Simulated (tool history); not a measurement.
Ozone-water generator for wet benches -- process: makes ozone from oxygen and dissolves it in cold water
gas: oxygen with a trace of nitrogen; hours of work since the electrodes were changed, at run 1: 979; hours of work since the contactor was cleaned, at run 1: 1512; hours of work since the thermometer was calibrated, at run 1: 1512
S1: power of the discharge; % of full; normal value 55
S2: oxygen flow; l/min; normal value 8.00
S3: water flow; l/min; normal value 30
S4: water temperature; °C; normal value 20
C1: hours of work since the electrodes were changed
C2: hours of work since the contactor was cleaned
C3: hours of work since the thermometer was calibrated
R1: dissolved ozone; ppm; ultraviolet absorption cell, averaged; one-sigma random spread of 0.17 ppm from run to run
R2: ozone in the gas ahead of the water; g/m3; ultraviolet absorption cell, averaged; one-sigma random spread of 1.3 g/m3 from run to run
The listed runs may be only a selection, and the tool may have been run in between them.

| run | day | S1 | S2 | S3 | S4 | C1 | C2 | C3 | R1 | R2 |
|---|---|---|---|---|---|---|---|---|---|---|
| 1 | 0.000 | 55 | 8.00 | 30 | 20 | 979 | 1512 | 1512 | 23.2 | 233.6 |
| 2 | 6.125 | 55 | 8.00 | 30 | 13 | 1119 | 1652 | 1652 | 25.8 | 235.1 |
| 3 | 11.612 | 55 | 12.22 | 30 | 20 | 1245 | 1778 | 1778 | 22.6 | 186.9 |
| 4 | 15.779 | 55 | 8.00 | 30 | 13 | 1341 | 1874 | 1874 | 25.4 | 232.5 |
| 5 | 22.771 | 55 | 8.00 | 30 | 20 | 1501 | 2034 | 2034 | 23.1 | 235.3 |
| 6 | 27.054 | 55 | 8.00 | 30 | 20 | 1599 | 2132 | 2132 | 23.1 | 232.2 |
| 7 | 35.721 | 55 | 8.00 | 30 | 20 | 1798 | 2331 | 2331 | 23.2 | 232.8 |
| 8 | 42.846 | 55 | 8.00 | 45 | 20 | 1962 | 2495 | 2495 | 15.8 | 232.0 |
| 9 | 49.008 | 55 | 8.00 | 45 | 20 | 2103 | 2636 | 2636 | 15.6 | 230.8 |
| 10 | 53.933 | 95 | 14.08 | 21 | 13 | 2216 | 2749 | 2749 | 44.5 | 237.9 |
| 11 | 57.896 | 49 | 10.49 | 21 | 13 | 2307 | 2840 | 2840 | 30.8 | 185.3 |
| 12 | 62.188 | 74 | 8.06 | 30 | 20 | 2405 | 2938 | 2938 | 27.1 | 271.8 |
|  | 64.958 | water thermometer calibrated |
| 13 | 65.788 | 74 | 8.06 | 30 | 20 | 2487 | 3020 | 19 | 27.3 | 270.9 |
| 14 | 73.133 | 74 | 8.06 | 30 | 20 | 2655 | 3188 | 187 | 26.6 | 272.1 |
| 15 | 81.467 | 74 | 8.06 | 30 | 20 | 2847 | 3380 | 379 | 26.8 | 271.7 |
| 16 | 89.350 | 63 | 8.55 | 21 | 27 | 3027 | 3560 | 559 | 28.2 | 239.5 |
| 17 | 97.708 | 50 | 10.03 | 20 | 28 | 3219 | 3752 | 751 | 23.9 | 191.2 |

How would selected steps in R1 from run to run divide? Give the signed amount a tool lacking its hidden state would still show from settings, what came in and random variation, and the signed amount left for the hidden state, including any gauge scatter that is not in both of the compared results.
The hidden state here: yield of the discharge, % of new electrodes'; contactor's efficiency, % of a clean one's; true water temperature over the reading, C; drift of the gauge itself on ozone_ppm, %; drift of the gauge itself on gas_g_m3, %.
Run 9 -> 10: S1 55 -> 95, S2 8.00 -> 14.08, S3 45 -> 21, S4 20 -> 13. R1 +28.9 ppm: hidden state -1.7, all else +30.6.
